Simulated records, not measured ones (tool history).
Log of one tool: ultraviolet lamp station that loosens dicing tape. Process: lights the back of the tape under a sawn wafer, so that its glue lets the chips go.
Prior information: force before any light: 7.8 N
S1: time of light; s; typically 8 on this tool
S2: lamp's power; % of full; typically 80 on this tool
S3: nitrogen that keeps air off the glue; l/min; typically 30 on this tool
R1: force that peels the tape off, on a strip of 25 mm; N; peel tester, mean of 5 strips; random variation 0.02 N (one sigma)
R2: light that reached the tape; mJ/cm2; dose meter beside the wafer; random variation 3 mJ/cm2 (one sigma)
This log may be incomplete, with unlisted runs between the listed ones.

run,hour,S1,S2,S3,R1,R2
1,0,8,80,30,1.197,403
2,13,8,80,30,1.221,405
3,27.6,10,80,30,0.801,500
4,50.2,10,80,30,0.825,501
5,74.6,10,80,30,0.806,494
# hour 88.3: window cleaned of glue's vapour
6,93,8,80,30,1.041,423
7,110.7,8,80,30,1.09,426
8,130.3,8,80,30,1.072,422
9,154.2,8,63,30,1.578,332
10,166.3,8,80,30,1.143,419
11,179.9,8,80,30,1.111,414
12,202.1,8,68,30,1.454,353
13,218.5,14,80,30,0.422,722
14,240,8,80,11,2.137,409
15,256,8,80,30,1.155,411
16,274.6,8,80,30,1.131,408
17,290.4,8,80,30,1.176,402
18,304.6,10,80,30,0.801,503
19,316.8,8,68,30,1.547,343
20,332.9,8,68,30,1.638,338
21,357.1,8,80,10,2.35,397
22,369.9,8,80,10,2.368,399
23,385.4,8,80,10,2.365,398
24,399.1,12,80,30,0.571,596
25,421.9,7,67,37,1.734,286
26,442.1,9,67,9,2.709,368
27,454.4,9,67,9,2.584,366
28,474.8,9,67,9,2.603,368
29,496.8,9,67,9,2.669,367
30,506.9,9,67,9,2.668,360
31,531.1,9,67,9,2.705,363
32,550.7,4,67,10,4.736,158
33,565.5,4,70,12,4.48,163
34,589.8,8,85,23,1.409,402
35,610.3,4,63,42,3.455,147
36,626.9,4,63,42,3.455,147
37,642.6,10,63,24,1.6,369
38,655.6,10,63,17,1.942,366
39,677,8,78,34,1.328,360
40,688.9,4,80,16,3.843,183
41,710,11,95,16,0.944,596
42,729.5,7,94,33,1.244,380
43,745.8,5,80,30,2.58,226

For some of the steps in R1 from one run to the next: how much would appear even if the tool had no hidden state, given the settings, what came in and random variation, and how much remains for the hidden state plus any gauge scatter that the measured result and the result without hidden state don't share?
The hidden state here: lamp's light, % of a new lamp's; light that the window lets through, % of a clean one's; drift of the gauge itself on peel_n, %; drift of the gauge itself on dose_mj_cm2, %.
Run 23 -> 24: S1 8 -> 12, S3 10 -> 30. R1 -1.794 N: hidden state -0.203, all else -1.591.
Run 24 -> 25: S1 12 -> 7, S2 80 -> 67, S3 30 -> 37. R1 +1.163 N: hidden state +0.179, all else +0.984.
Run 33 -> 34: S1 4 -> 8, S2 70 -> 85, S3 12 -> 23. R1 -3.071 N: hidden state -0.07, all else -3.001.
Run 39 -> 40: S1 8 -> 4, S2 78 -> 80, S3 34 -> 16. R1 +2.515 N: hidden state +0.147, all else +2.368.
Run 40 -> 41: S1 4 -> 11, S2 80 -> 95. R1 -2.899 N: hidden state -0.227, all else -2.672.

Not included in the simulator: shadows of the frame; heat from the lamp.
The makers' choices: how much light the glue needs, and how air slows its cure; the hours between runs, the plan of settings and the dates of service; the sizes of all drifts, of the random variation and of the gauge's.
